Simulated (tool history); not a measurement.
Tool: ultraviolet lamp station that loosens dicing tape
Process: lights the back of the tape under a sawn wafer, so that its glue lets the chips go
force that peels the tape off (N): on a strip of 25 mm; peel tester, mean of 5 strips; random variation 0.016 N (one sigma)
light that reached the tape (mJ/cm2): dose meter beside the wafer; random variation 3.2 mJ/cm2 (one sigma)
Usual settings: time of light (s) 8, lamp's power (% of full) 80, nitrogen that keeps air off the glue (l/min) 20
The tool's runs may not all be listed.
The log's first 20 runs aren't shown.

run	hour	time of light (s)	lamp's power (% of full)	nitrogen that keeps air off the glue (l/min)	hours of work of the lamp	hours of work since the window was cleaned	force that peels the tape off (N)	light that reached the tape (mJ/cm2)
21	486.5	8	80	6	717	73	1.949	378
22	513.0	8	80	6	734	90	2.005	373
23	532.9	8	80	6	747	103	2.095	367
24	556.3	14	67	6	762	118	1.212	530
25	571.8	6	80	20	772	128	1.969	270
26	604.3	6	73	10	793	149	2.744	237
27	627.1	8	97	37	808	164	0.874	409
28	651.2	15	97	37	823	180	0.306	759
29	668.7	15	97	37	835	191	0.306	752
30	702.2	4	80	17	856	213	3.401	158
31	732.1	4	80	17	876	232	3.334	159
# hour 735.3: window cleaned of glue's vapour
32	763.8	4	80	17	896	18	3.009	182
33	793.5	9	71	10	915	38	1.684	362
34	818.0	9	71	10	931	53	1.766	359
35	839.1	4	82	30	944	67	2.736	182
36	865.7	4	82	30	961	84	2.810	175
37	881.4	4	82	30	972	94	2.804	171
38	898.4	8	87	13	983	105	1.489	367
39	932.0	8	67	30	1004	127	1.796	272
40	964.0	10	67	8	1025	148	2.039	333
41	994.6	9	62	8	1045	167	2.596	269
42	1014.0	8	86	8	1057	180	2.148	328

4 ways to go on from here, each from the tool as it stands after run 42. What would each give?
A	1041.5	8	61	20	1075	198	?	?
B	1041.5	13	62	6	1075	198	?	?
C	1041.5	6	64	20	1075	198	?	?
D	1041.5	10	83	20	1075	198	?	?

run	force that peels the tape off (N)	light that reached the tape (mJ/cm2)
A	2.347	228
B	1.979	378
C	2.965	180
D	1.204	390
Without the tool's hidden state the same runs would have given:
run	force that peels the tape off (N)	light that reached the tape (mJ/cm2)
A	1.194	382
B	0.916	633
C	1.708	301
D	0.478	653
